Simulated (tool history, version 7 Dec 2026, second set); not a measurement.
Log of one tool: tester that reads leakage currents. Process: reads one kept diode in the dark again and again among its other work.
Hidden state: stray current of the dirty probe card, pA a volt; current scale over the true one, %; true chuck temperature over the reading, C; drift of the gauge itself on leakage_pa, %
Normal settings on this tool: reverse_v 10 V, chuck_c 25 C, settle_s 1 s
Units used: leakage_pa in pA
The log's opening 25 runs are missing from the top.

run    hour  reverse_v  chuck_c  settle_s  hours of work since the probe card was cleaned  hours of work since the tester was calibrated  hours of work since the chuck was calibrated  leakage_pa
     2379.8  -- probe card cleaned and baked
 26  2407.3        3.7       25         1                                              14                                           2002                                          1439       72.42
 27  2511.8        3.7       25         1                                              65                                           2054                                          1491       72.56
 28    2574         10       25      7.87                                              96                                           2085                                          1522      104.75
 29  2694.4         10       25      7.87                                             155                                           2144                                          1581      104.82
 30  2773.9         10       37      1.06                                             195                                           2183                                          1620      257.42
     2809.4  -- chuck's temperature calibrated
 31  2872.6         10       37      1.06                                             242                                           2231                                            31      278.68
 32  2993.4         10       35         1                                             302                                           2291                                            91      238.83
 33  3074.5         10       35         1                                             342                                           2331                                           131      239.79
 34  3178.4       17.4       38      1.36                                             393                                           2382                                           182      368.81
 35  3288.3       17.4       38      1.36                                             448                                           2436                                           236       368.5
 36  3370.8       17.4       38      1.36                                             488                                           2477                                           277      369.32
 37  3450.6       17.4       38      1.36                                             528                                           2516                                           317      366.16
 38  3545.5       17.4       38      0.37                                             575                                           2563                                           363      378.45
 39  3665.8        1.1       25         1                                             634                                           2623                                           423       46.68

Consider 4 possible next runs. They are alternatives, not a sequence: every one starts from the tool as it was left by run 39. What does each give?
  A  3757.2        4.6       23      0.94                                             679                                           2668                                           468           ?
  B  3757.2        1.1       25      0.35                                             679                                           2668                                           468           ?
  C  3757.2       10.8       25         1                                             679                                           2668                                           468           ?
  D  3757.2        1.1       48         1                                             679                                           2668                                           468           ?

run  leakage_pa
  A       71.96
  B       47.56
  C      119.36
  D      243.53
What these runs would have given with no unlogged condition in the tool:
run  leakage_pa
  A       73.42
  B       49.03
  C       120.9
  D      251.86

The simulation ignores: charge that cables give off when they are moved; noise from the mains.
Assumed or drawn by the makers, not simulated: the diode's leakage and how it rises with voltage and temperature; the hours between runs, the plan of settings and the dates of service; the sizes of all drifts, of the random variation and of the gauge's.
